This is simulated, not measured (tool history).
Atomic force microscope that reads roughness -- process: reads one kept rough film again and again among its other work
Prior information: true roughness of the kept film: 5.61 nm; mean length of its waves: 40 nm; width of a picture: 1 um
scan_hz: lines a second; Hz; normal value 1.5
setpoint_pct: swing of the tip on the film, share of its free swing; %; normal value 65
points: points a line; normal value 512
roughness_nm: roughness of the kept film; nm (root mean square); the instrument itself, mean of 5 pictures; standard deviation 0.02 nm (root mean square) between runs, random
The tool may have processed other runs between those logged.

| run | hour | scan_hz | setpoint_pct | points | roughness_nm |
|---|---|---|---|---|---|
| 1 | 0 | 1.5 | 65 | 512 | 4.496 |
| 2 | 6.1 | 1.5 | 65 | 825 | 4.451 |
| 3 | 17.3 | 1.5 | 65 | 825 | 4.431 |
| 4 | 25.3 | 1.5 | 71 | 512 | 4.31 |
| 5 | 35.5 | 1.5 | 65 | 512 | 4.388 |
| 6 | 42.6 | 1.5 | 65 | 512 | 4.35 |
| 7 | 50.9 | 1.5 | 65 | 512 | 4.342 |
| 8 | 56.6 | 1.5 | 65 | 512 | 4.351 |
| 9 | 62.7 | 1.5 | 65 | 512 | 4.284 |
| 10 | 71.9 | 1.5 | 65 | 512 | 4.292 |
| 11 | 77.9 | 1.5 | 65 | 512 | 4.286 |
| 12 | 88.7 | 0.64 | 65 | 512 | 4.418 |
| 13 | 97.7 | 0.64 | 65 | 512 | 4.352 |
| 14 | 103.9 | 1.5 | 60 | 512 | 4.291 |
|  | 111.4 | new tip fitted |
| 15 | 112.9 | 1.5 | 60 | 512 | 4.899 |
| 16 | 123.3 | 1.5 | 65 | 265 | 4.781 |
| 17 | 131 | 1.5 | 65 | 265 | 4.773 |
| 18 | 141 | 1.5 | 82 | 265 | 4.338 |
|  | 142.8 | height scale calibrated on a step standard |
| 19 | 150.2 | 1.5 | 82 | 265 | 4.359 |
| 20 | 158.1 | 0.51 | 65 | 512 | 4.872 |
| 21 | 167.4 | 0.51 | 65 | 512 | 4.82 |
|  | 173 | height scale calibrated on a step standard, once more |
| 22 | 173.5 | 0.51 | 65 | 512 | 4.864 |
| 23 | 180.1 | 1.5 | 65 | 362 | 4.637 |
| 24 | 185.2 | 1.5 | 65 | 362 | 4.665 |
| 25 | 195.3 | 1.5 | 88 | 948 | 4.162 |
| 26 | 203.8 | 1.5 | 72 | 984 | 4.49 |
| 27 | 209.6 | 1.5 | 72 | 984 | 4.466 |
| 28 | 221.4 | 1.5 | 72 | 984 | 4.416 |

Predict the results of run 29:
| 29 | 226.2 | 1.5 | 72 | 984 | ? |

{"run 29": {"roughness_nm": 4.427}}
On a tool with no hidden condition, and with the same random variation, this run would have come out at roughness_nm 4.72 nm (root mean square).
